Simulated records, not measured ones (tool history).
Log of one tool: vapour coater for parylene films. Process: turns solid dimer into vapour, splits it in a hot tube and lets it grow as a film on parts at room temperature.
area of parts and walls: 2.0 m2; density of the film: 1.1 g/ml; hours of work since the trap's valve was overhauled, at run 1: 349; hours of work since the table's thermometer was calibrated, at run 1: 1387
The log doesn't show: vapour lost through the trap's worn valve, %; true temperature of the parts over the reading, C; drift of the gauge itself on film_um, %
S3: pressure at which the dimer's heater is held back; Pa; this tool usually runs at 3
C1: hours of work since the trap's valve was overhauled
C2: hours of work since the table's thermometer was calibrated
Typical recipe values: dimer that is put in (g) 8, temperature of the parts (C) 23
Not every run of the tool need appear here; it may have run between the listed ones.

{"run": 1, "hour": 0.0, "dimer that is put in (g)": 8, "temperature of the parts (C)": 23, "S3": 3, "C1": 349, "C2": 1387, "thickness of the film (um)": 3.02}
{"run": 2, "hour": 66.2, "dimer that is put in (g)": 8, "temperature of the parts (C)": 23, "S3": 3, "C1": 391, "C2": 1430, "thickness of the film (um)": 2.978}
{"hour": 116.5, "done": "trap's valve overhauled"}
{"run": 3, "hour": 143.5, "dimer that is put in (g)": 8, "temperature of the parts (C)": 23, "S3": 3, "C1": 17, "C2": 1476, "thickness of the film (um)": 3.132}
{"run": 4, "hour": 185.5, "dimer that is put in (g)": 8, "temperature of the parts (C)": 23, "S3": 3, "C1": 44, "C2": 1503, "thickness of the film (um)": 3.123}
{"run": 5, "hour": 255.7, "dimer that is put in (g)": 8, "temperature of the parts (C)": 29, "S3": 3, "C1": 89, "C2": 1548, "thickness of the film (um)": 2.817}
{"run": 6, "hour": 327.5, "dimer that is put in (g)": 8, "temperature of the parts (C)": 29, "S3": 3, "C1": 135, "C2": 1594, "thickness of the film (um)": 2.81}
{"run": 7, "hour": 385.5, "dimer that is put in (g)": 7, "temperature of the parts (C)": 29, "S3": 3, "C1": 172, "C2": 1631, "thickness of the film (um)": 2.459}
{"run": 8, "hour": 446.3, "dimer that is put in (g)": 8, "temperature of the parts (C)": 23, "S3": 3, "C1": 211, "C2": 1670, "thickness of the film (um)": 3.05}
{"run": 9, "hour": 512.4, "dimer that is put in (g)": 8, "temperature of the parts (C)": 23, "S3": 3, "C1": 253, "C2": 1712, "thickness of the film (um)": 3.046}
{"run": 10, "hour": 566.0, "dimer that is put in (g)": 8, "temperature of the parts (C)": 23, "S3": 3, "C1": 287, "C2": 1746, "thickness of the film (um)": 3.03}
{"run": 11, "hour": 633.0, "dimer that is put in (g)": 8, "temperature of the parts (C)": 23, "S3": 3, "C1": 330, "C2": 1789, "thickness of the film (um)": 3.007}
{"run": 12, "hour": 667.1, "dimer that is put in (g)": 4, "temperature of the parts (C)": 23, "S3": 3, "C1": 352, "C2": 1811, "thickness of the film (um)": 1.514}
{"run": 13, "hour": 724.7, "dimer that is put in (g)": 4, "temperature of the parts (C)": 23, "S3": 3, "C1": 389, "C2": 1848, "thickness of the film (um)": 1.5}
{"hour": 781.1, "done": "trap's valve overhauled"}
{"run": 14, "hour": 792.6, "dimer that is put in (g)": 5, "temperature of the parts (C)": 23, "S3": 3, "C1": 7, "C2": 1889, "thickness of the film (um)": 1.978}
{"run": 15, "hour": 866.2, "dimer that is put in (g)": 5, "temperature of the parts (C)": 23, "S3": 3, "C1": 54, "C2": 1936, "thickness of the film (um)": 1.962}
{"run": 16, "hour": 922.1, "dimer that is put in (g)": 8, "temperature of the parts (C)": 19, "S3": 3, "C1": 90, "C2": 1971, "thickness of the film (um)": 3.313}
{"run": 17, "hour": 971.3, "dimer that is put in (g)": 8, "temperature of the parts (C)": 19, "S3": 3, "C1": 122, "C2": 2003, "thickness of the film (um)": 3.312}
{"run": 18, "hour": 1044.8, "dimer that is put in (g)": 8, "temperature of the parts (C)": 19, "S3": 3, "C1": 168, "C2": 2050, "thickness of the film (um)": 3.293}
{"run": 19, "hour": 1078.6, "dimer that is put in (g)": 8, "temperature of the parts (C)": 19, "S3": 3, "C1": 190, "C2": 2071, "thickness of the film (um)": 3.296}
{"run": 20, "hour": 1113.2, "dimer that is put in (g)": 8, "temperature of the parts (C)": 19, "S3": 3, "C1": 212, "C2": 2093, "thickness of the film (um)": 3.288}
{"hour": 1131.5, "done": "table's thermometer calibrated"}
{"run": 21, "hour": 1165.7, "dimer that is put in (g)": 8, "temperature of the parts (C)": 19, "S3": 3, "C1": 245, "C2": 22, "thickness of the film (um)": 3.182}
{"run": 22, "hour": 1222.9, "dimer that is put in (g)": 8, "temperature of the parts (C)": 19, "S3": 3, "C1": 282, "C2": 58, "thickness of the film (um)": 3.164}
{"run": 23, "hour": 1281.2, "dimer that is put in (g)": 8, "temperature of the parts (C)": 19, "S3": 10.23, "C1": 319, "C2": 96, "thickness of the film (um)": 2.497}
{"run": 24, "hour": 1328.5, "dimer that is put in (g)": 8, "temperature of the parts (C)": 29, "S3": 5.53, "C1": 349, "C2": 126, "thickness of the film (um)": 2.398}
{"run": 25, "hour": 1404.0, "dimer that is put in (g)": 8, "temperature of the parts (C)": 29, "S3": 5.53, "C1": 397, "C2": 174, "thickness of the film (um)": 2.385}
{"hour": 1443.7, "done": "trap's valve overhauled"}
{"run": 26, "hour": 1451.8, "dimer that is put in (g)": 3, "temperature of the parts (C)": 29, "S3": 2.62, "C1": 5, "C2": 202, "thickness of the film (um)": 1.082}
{"run": 27, "hour": 1518.6, "dimer that is put in (g)": 8, "temperature of the parts (C)": 23, "S3": 3.62, "C1": 48, "C2": 245, "thickness of the film (um)": 2.946}
{"run": 28, "hour": 1559.4, "dimer that is put in (g)": 4, "temperature of the parts (C)": 28, "S3": 6.98, "C1": 74, "C2": 271, "thickness of the film (um)": 1.208}
{"run": 29, "hour": 1614.2, "dimer that is put in (g)": 3, "temperature of the parts (C)": 24, "S3": 6.98, "C1": 109, "C2": 306, "thickness of the film (um)": 0.949}
{"run": 30, "hour": 1674.8, "dimer that is put in (g)": 7, "temperature of the parts (C)": 24, "S3": 2.56, "C1": 148, "C2": 345, "thickness of the film (um)": 2.701}
{"run": 31, "hour": 1732.3, "dimer that is put in (g)": 7, "temperature of the parts (C)": 24, "S3": 2.56, "C1": 184, "C2": 381, "thickness of the film (um)": 2.678}
{"run": 32, "hour": 1779.4, "dimer that is put in (g)": 8, "temperature of the parts (C)": 33, "S3": 4.98, "C1": 214, "C2": 411, "thickness of the film (um)": 2.347}
{"run": 33, "hour": 1818.3, "dimer that is put in (g)": 3, "temperature of the parts (C)": 21, "S3": 2.24, "C1": 239, "C2": 436, "thickness of the film (um)": 1.237}
{"run": 34, "hour": 1865.0, "dimer that is put in (g)": 3, "temperature of the parts (C)": 32, "S3": 2.24, "C1": 269, "C2": 466, "thickness of the film (um)": 1.042}
{"run": 35, "hour": 1907.3, "dimer that is put in (g)": 7, "temperature of the parts (C)": 16, "S3": 3, "C1": 296, "C2": 493, "thickness of the film (um)": 2.902}
{"run": 36, "hour": 1940.1, "dimer that is put in (g)": 7, "temperature of the parts (C)": 16, "S3": 4.29, "C1": 317, "C2": 514, "thickness of the film (um)": 2.712}
{"run": 37, "hour": 2000.8, "dimer that is put in (g)": 5, "temperature of the parts (C)": 26, "S3": 4.7, "C1": 356, "C2": 553, "thickness of the film (um)": 1.617}
{"run": 38, "hour": 2057.5, "dimer that is put in (g)": 5, "temperature of the parts (C)": 26, "S3": 3.61, "C1": 392, "C2": 589, "thickness of the film (um)": 1.701}
{"run": 39, "hour": 2089.9, "dimer that is put in (g)": 5, "temperature of the parts (C)": 32, "S3": 5.86, "C1": 413, "C2": 610, "thickness of the film (um)": 1.41}
{"hour": 2105.5, "done": "trap's valve overhauled"}
{"run": 40, "hour": 2136.0, "dimer that is put in (g)": 8, "temperature of the parts (C)": 20, "S3": 3, "C1": 19, "C2": 637, "thickness of the film (um)": 3.225}
{"run": 41, "hour": 2197.7, "dimer that is put in (g)": 6, "temperature of the parts (C)": 17, "S3": 3.12, "C1": 59, "C2": 676, "thickness of the film (um)": 2.497}
{"run": 42, "hour": 2262.0, "dimer that is put in (g)": 7, "temperature of the parts (C)": 23, "S3": 6.95, "C1": 100, "C2": 717, "thickness of the film (um)": 2.266}
{"run": 43, "hour": 2334.3, "dimer that is put in (g)": 7, "temperature of the parts (C)": 23, "S3": 6.95, "C1": 146, "C2": 763, "thickness of the film (um)": 2.254}

Table of differences, measured result less the result of that run with no hidden state. Run-to-run variation is the same in both. Gauge scatter possibly is not:
run=1 thickness_of_the_film_(um)=-0.085
run=2 thickness_of_the_film_(um)=-0.099
run=3 thickness_of_the_film_(um)=+0.033
run=4 thickness_of_the_film_(um)=+0.024
run=5 thickness_of_the_film_(um)=+0.006
run=6 thickness_of_the_film_(um)=-0.007
run=7 thickness_of_the_film_(um)=-0.016
run=8 thickness_of_the_film_(um)=-0.034
run=9 thickness_of_the_film_(um)=-0.05
run=10 thickness_of_the_film_(um)=-0.061
run=11 thickness_of_the_film_(um)=-0.076
run=12 thickness_of_the_film_(um)=-0.042
run=13 thickness_of_the_film_(um)=-0.048
run=14 thickness_of_the_film_(um)=+0.04
run=15 thickness_of_the_film_(um)=+0.03
run=16 thickness_of_the_film_(um)=+0.037
run=17 thickness_of_the_film_(um)=+0.026
run=18 thickness_of_the_film_(um)=+0.01
run=19 thickness_of_the_film_(um)=+0.002
run=20 thickness_of_the_film_(um)=-0.005
run=21 thickness_of_the_film_(um)=-0.107
run=22 thickness_of_the_film_(um)=-0.122
run=23 thickness_of_the_film_(um)=-0.107
run=24 thickness_of_the_film_(um)=-0.112
run=25 thickness_of_the_film_(um)=-0.126
run=26 thickness_of_the_film_(um)=-0.003
run=27 thickness_of_the_film_(um)=-0.02
run=28 thickness_of_the_film_(um)=-0.012
run=29 thickness_of_the_film_(um)=-0.014
run=30 thickness_of_the_film_(um)=-0.05
run=31 thickness_of_the_film_(um)=-0.062
run=32 thickness_of_the_film_(um)=-0.061
run=33 thickness_of_the_film_(um)=-0.036
run=34 thickness_of_the_film_(um)=-0.034
run=35 thickness_of_the_film_(um)=-0.104
run=36 thickness_of_the_film_(um)=-0.104
run=37 thickness_of_the_film_(um)=-0.07
run=38 thickness_of_the_film_(um)=-0.081
run=39 thickness_of_the_film_(um)=-0.071
run=40 thickness_of_the_film_(um)=-0.013
run=41 thickness_of_the_film_(um)=-0.021
run=42 thickness_of_the_film_(um)=-0.029
run=43 thickness_of_the_film_(um)=-0.041
